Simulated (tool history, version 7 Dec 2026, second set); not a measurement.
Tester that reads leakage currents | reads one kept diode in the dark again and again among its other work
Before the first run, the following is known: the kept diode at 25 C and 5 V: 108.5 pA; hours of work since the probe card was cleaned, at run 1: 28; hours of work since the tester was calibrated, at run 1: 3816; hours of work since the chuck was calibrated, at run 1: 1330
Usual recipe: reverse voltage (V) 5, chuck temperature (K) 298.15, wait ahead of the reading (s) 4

run    hour  reverse voltage (V)  chuck temperature (K)  wait ahead of the reading (s)  hours of work since the probe card was cleaned  hours of work since the tester was calibrated  hours of work since the chuck was calibrated  current that the tester gives (pA)
  1       0                    5                 298.15                              4                                              28                                           3816                                          1330                               95.64
  2   206.8                 4.05                 298.15                              4                                             123                                           3911                                          1424                               89.07
  3   333.1                    5                 298.15                              4                                             181                                           3968                                          1482                               96.46
      420.8  -- chuck's temperature calibrated
  4   551.5                 8.43                 298.15                              4                                             280                                           4067                                            60                              132.68
  5   688.2                    5                 298.15                           0.54                                             342                                           4130                                           122                              109.26
  6   908.5                    5                 310.15                              4                                             443                                           4230                                           223                              247.63
  7  1054.7                    5                 310.15                              4                                             510                                           4297                                           290                              247.39
  8  1247.3                    5                 298.15                              4                                             598                                           4385                                           378                              108.71
  9  1389.5                    5                 302.15                              4                                             663                                           4450                                           443                              143.49
 10  1606.8                    5                 302.15                              4                                             762                                           4550                                           542                              142.38
 11  1698.9                 9.74                 302.15                           6.99                                             804                                           4592                                           584                              186.55
 12    1802                 1.11                 325.15                           3.32                                             851                                           4639                                           631                              359.82
 13  2014.7                 2.79                 311.15                              4                                             948                                           4736                                           729                              205.89
 14  2229.8                 2.79                 311.15                              4                                            1047                                           4834                                           827                              205.95
 15  2365.7                 2.79                 300.15                           0.53                                            1109                                           4896                                           889                                98.3
 16  2582.6                 6.09                 300.15                           0.81                                            1208                                           4996                                           988                              135.25
 17  2805.7                 6.09                 300.15                           0.81                                            1310                                           5098                                          1090                              135.64
 18  2930.7                  6.3                 322.15                           2.42                                            1367                                           5155                                          1147                              546.44
     3048.2  -- tester calibrated
 19  3071.6                  6.3                 322.15                           2.42                                            1431                                             11                                          1211                              560.75

Selected run-to-run steps in current that the tester gives (pA), each split into two signed amounts: the part the tool would show with no hidden state at all (from settings, incoming material and random variation), and the remainder, which goes to the hidden state together with any gauge scatter not common to the measured and the hidden-state-free results:
Hidden conditions of the tool in this case: stray current of the dirty probe card, pA a volt; current scale over the true one, %; true chuck temperature over the reading, C; drift of the gauge itself on leakage_pa, %.
Run 17 -> 18: reverse voltage (V) 6.09 -> 6.3, chuck temperature (K) 300.15 -> 322.15, wait ahead of the reading (s) 0.81 -> 2.42. current that the tester gives (pA) +410.8: hidden state -45.39, all else +456.19.
